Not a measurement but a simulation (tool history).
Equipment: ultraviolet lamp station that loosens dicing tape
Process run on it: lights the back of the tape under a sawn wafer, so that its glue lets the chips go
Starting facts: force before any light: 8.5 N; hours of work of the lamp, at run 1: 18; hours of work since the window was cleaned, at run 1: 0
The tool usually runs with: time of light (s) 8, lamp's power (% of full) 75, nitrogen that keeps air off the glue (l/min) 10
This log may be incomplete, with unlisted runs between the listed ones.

| run | hour | time of light (s) | lamp's power (% of full) | nitrogen that keeps air off the glue (l/min) | hours of work of the lamp | hours of work since the window was cleaned | force that peels the tape off (N) | light that reached the tape (J/m2) |
|---|---|---|---|---|---|---|---|---|
| 1 | 0.0 | 8 | 75 | 10 | 18 | 0 | 0.228 | 3860 |
| 2 | 46.6 | 8 | 75 | 10 | 43 | 26 | 0.255 | 3820 |
| 3 | 135.9 | 8 | 75 | 10 | 93 | 75 | 0.289 | 3580 |
| 4 | 190.6 | 8 | 75 | 14 | 123 | 105 | 0.282 | 3420 |
| 5 | 230.9 | 8 | 75 | 14 | 145 | 128 | 0.286 | 3350 |
| 6 | 280.5 | 8 | 90 | 10 | 173 | 155 | 0.234 | 3890 |
| 7 | 358.8 | 8 | 90 | 8 | 216 | 198 | 0.291 | 3680 |
| 8 | 412.3 | 8 | 90 | 8 | 245 | 228 | 0.320 | 3570 |
|  | 420.8 | window cleaned of glue's vapour |
| 9 | 498.7 | 8 | 90 | 8 | 293 | 43 | 0.273 | 3820 |
| 10 | 551.0 | 9 | 73 | 3 | 322 | 72 | 0.650 | 3410 |
| 11 | 615.9 | 9 | 73 | 3 | 358 | 108 | 0.714 | 3180 |
| 12 | 692.4 | 9 | 73 | 3 | 400 | 150 | 0.850 | 2990 |
| 13 | 767.4 | 9 | 73 | 3 | 442 | 192 | 0.903 | 2850 |
|  | 839.0 | window cleaned of glue's vapour |
| 14 | 845.7 | 9 | 73 | 3 | 484 | 4 | 0.751 | 3180 |
| 15 | 900.5 | 9 | 73 | 3 | 515 | 34 | 0.819 | 3000 |
| 16 | 957.2 | 11 | 80 | 3 | 546 | 65 | 0.464 | 3850 |
| 17 | 1033.0 | 12 | 87 | 10 | 588 | 107 | 0.193 | 4310 |

Consider 3 possible next runs. They are alternatives, not a sequence: every one starts from the tool as it was left by run 17. What does each give?
| A | 1086.9 | 7 | 75 | 10 | 618 | 137 | ? | ? |
| B | 1086.9 | 12 | 87 | 10 | 618 | 137 | ? | ? |
| C | 1086.9 | 8 | 74 | 10 | 618 | 137 | ? | ? |

| run | force that peels the tape off (N) | light that reached the tape (J/m2) |
|---|---|---|
| A | 0.941 | 2070 |
| B | 0.203 | 4140 |
| C | 0.750 | 2340 |
Without the tool's hidden state the same runs would have given:
| run | force that peels the tape off (N) | light that reached the tape (J/m2) |
|---|---|---|
| A | 0.293 | 3510 |
| B | 0.122 | 6960 |
| C | 0.223 | 3960 |
